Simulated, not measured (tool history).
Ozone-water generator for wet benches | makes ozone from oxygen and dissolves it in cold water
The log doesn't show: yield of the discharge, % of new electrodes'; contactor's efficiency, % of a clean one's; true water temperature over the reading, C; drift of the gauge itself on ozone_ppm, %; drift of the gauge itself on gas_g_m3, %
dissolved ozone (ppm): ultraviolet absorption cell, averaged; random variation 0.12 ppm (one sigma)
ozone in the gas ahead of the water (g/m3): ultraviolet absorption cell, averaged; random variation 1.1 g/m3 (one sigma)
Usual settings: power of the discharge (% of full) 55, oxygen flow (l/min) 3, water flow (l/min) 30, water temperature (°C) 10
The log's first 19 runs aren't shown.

run	hour	power of the discharge (% of full)	oxygen flow (l/min)	water flow (l/min)	water temperature (°C)	hours of work since the electrodes were changed	hours of work since the contactor was cleaned	hours of work since the thermometer was calibrated	dissolved ozone (ppm)	ozone in the gas ahead of the water (g/m3)
20	571.8	73	3	40	10	949	1655	4972	10.9	246
21	610.8	53	4.87	19	5	987	1693	5010	21.7	165.3
22	650.1	62	2.88	23	7	1025	1732	5048	16.6	219.8
23	682.9	87	5.06	30	10	1057	1763	5080	20.5	235.6
24	720.3	87	5.06	30	10	1094	1800	5116	20.4	235.5
25	749	51	3	30	18	1122	1828	5144	10.3	188.6
26	781.2	51	3	30	18	1153	1859	5176	10.4	187.5
27	815.7	59	5	23	10	1187	1893	5209	19.2	178.2
28	845.5	48	3.94	41	13	1216	1922	5238	8.5	165.5
29	887	55	5.37	21	10	1256	1962	5279	19.5	164.7
30	913.4	55	5.37	21	10	1282	1988	5304	19.8	163.6
31	933.9	88	3	30	10	1302	2008	5324	16.2	281.8
32	958	88	3	30	10	1325	2031	5348	16.5	278.5

Forecast each of these 3 alternatives for the next run:
A	988.8	55	1.65	21	10	1355	2061	5378	?	?
B	988.8	91	3	30	10	1355	2061	5378	?	?
C	988.8	61	3	30	6	1355	2061	5378	?	?

run	dissolved ozone (ppm)	ozone in the gas ahead of the water (g/m3)
A	12.2	238.4
B	16.6	286
C	12.6	213.4
Without the tool's hidden state the same runs would have given:
run	dissolved ozone (ppm)	ozone in the gas ahead of the water (g/m3)
A	12.8	243.8
B	17.7	295.5
C	13.3	218.8
